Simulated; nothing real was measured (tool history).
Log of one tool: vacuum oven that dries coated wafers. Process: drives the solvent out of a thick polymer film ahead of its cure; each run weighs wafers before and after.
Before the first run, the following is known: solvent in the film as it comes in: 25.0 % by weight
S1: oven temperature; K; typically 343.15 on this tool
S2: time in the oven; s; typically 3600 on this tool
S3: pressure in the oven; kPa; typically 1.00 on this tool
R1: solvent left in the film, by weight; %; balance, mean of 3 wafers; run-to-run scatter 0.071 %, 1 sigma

run	hour	S1	S2	S3	R1
1	0.0	343.15	3600	1.00	5.36
2	102.1	343.15	3600	1.00	5.46
3	210.1	343.15	3600	1.00	5.53
4	296.6	335.15	3600	1.00	8.36
5	349.2	343.15	4680	1.00	3.93
6	442.7	343.15	4680	1.00	3.97
7	529.1	343.15	4680	1.00	3.93
8	601.8	343.15	4680	1.00	3.98
9	689.3	343.15	3360	3.22	7.19
10	795.4	331.15	5160	3.64	9.00
11	848.7	334.15	4500	2.46	8.42
12	925.1	334.15	4500	2.46	8.16
# hour 990.0: vacuum gauge cleaned of residue and calibrated
13	1034.4	341.15	5940	1.56	3.51

Each row is a separate what-if for the run after 13, all from the same tool condition, not one after another. Results?
A	1110.2	334.15	6480	0.89	?
B	1110.2	334.15	1800	2.77	?
C	1110.2	343.15	3600	2.26	?
D	1110.2	343.15	3840	0.64	?
E	1110.2	338.15	1860	0.72	?

run	R1
A	4.75
B	14.32
C	6.23
D	5.23
E	12.02
With no hidden state in the tool, these same runs would have given:
run	R1
A	4.17
B	13.77
C	5.64
D	4.68
E	11.48
